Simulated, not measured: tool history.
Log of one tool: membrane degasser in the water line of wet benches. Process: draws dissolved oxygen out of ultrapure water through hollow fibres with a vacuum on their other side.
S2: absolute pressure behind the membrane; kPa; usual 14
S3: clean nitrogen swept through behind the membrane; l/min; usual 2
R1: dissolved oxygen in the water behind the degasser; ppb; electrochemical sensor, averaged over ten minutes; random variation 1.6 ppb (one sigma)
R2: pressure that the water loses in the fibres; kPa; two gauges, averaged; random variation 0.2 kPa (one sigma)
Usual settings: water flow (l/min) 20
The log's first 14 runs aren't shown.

Run 15, day 34.704: usual settings but S2 11.4 kPa. Result: R1 197.9 ppb, R2 44.31 kPa.
Run 16, day 36.929: usual settings but S2 11.4 kPa. Result: R1 198.6 ppb, R2 44.69 kPa.
Run 17, day 38.929: usual settings but water flow (l/min) 13, S2 12.3 kPa, S3 3.66 l/min. Result: R1 80.8 ppb, R2 28.92 kPa.
Run 18, day 40.817: usual settings but water flow (l/min) 13, S2 12.3 kPa, S3 3.66 l/min. Result: R1 81 ppb, R2 29.18 kPa.
Run 19, day 42.254: usual settings but water flow (l/min) 13, S2 12.3 kPa, S3 3.66 l/min. Result: R1 80.5 ppb, R2 29.03 kPa.
Run 20, day 44.017: usual settings but water flow (l/min) 13, S2 12.3 kPa, S3 3.66 l/min. Result: R1 80.8 ppb, R2 29.06 kPa.
Run 21, day 45.433: usual settings but water flow (l/min) 13, S2 12.3 kPa, S3 3.66 l/min. Result: R1 82.1 ppb, R2 29.24 kPa.
At day 45.65: vacuum gauge calibrated.
Run 22, day 48.338: usual settings but S2 8.7 kPa. Result: R1 138.6 ppb, R2 44.9 kPa.
Run 23, day 49.833: usual settings but S3 0.99 l/min. Result: R1 475.9 ppb, R2 44.99 kPa.
Run 24, day 52.633: usual settings but S3 0.99 l/min. Result: R1 478.5 ppb, R2 44.89 kPa.
Run 25, day 54.838: usual settings but S3 0.99 l/min. Result: R1 479.8 ppb, R2 44.89 kPa.
At day 55.879: vacuum gauge calibrated, once more.
Run 26, day 56.9: usual settings but water flow (l/min) 18, S2 32.3 kPa, S3 1.17 l/min. Result: R1 925.9 ppb, R2 40.35 kPa.
Run 27, day 59.533: usual settings but S3 4.33 l/min. Result: R1 129.3 ppb, R2 44.94 kPa.
Run 28, day 62.046: usual settings but water flow (l/min) 25, S3 1.63 l/min. Result: R1 380.9 ppb, R2 56.03 kPa.
Run 29, day 64.779: usual settings but water flow (l/min) 25, S3 1.63 l/min. Result: R1 378.1 ppb, R2 56.13 kPa.
Run 30, day 67.125: usual settings but S3 1.24 l/min. Result: R1 387.6 ppb, R2 45.05 kPa.
Run 31, day 69.908: usual settings but water flow (l/min) 15, S3 1.64 l/min. Result: R1 232.5 ppb, R2 33.92 kPa.

3 ways to go on from here, each from the tool as it stands after run 31. What would each give?
Run A, day 72.946: usual settings but water flow (l/min) 27, S3 0.84 l/min. Result: R1 ?, R2 ?.
Run B, day 72.946: usual settings but water flow (l/min) 12, S2 11.8 kPa, S3 3.89 l/min. Result: R1 ?, R2 ?.
Run C, day 72.946: usual settings but S2 23.3 kPa. Result: R1 ?, R2 ?.

run     R1     R2
  A    697  61.12
  B   67.2  27.06
  C  466.6  45.08
Without the tool's hidden state the same runs would have given:
run     R1     R2
  A  688.5  58.52
  B   65.8   25.9
  C  461.5  43.16

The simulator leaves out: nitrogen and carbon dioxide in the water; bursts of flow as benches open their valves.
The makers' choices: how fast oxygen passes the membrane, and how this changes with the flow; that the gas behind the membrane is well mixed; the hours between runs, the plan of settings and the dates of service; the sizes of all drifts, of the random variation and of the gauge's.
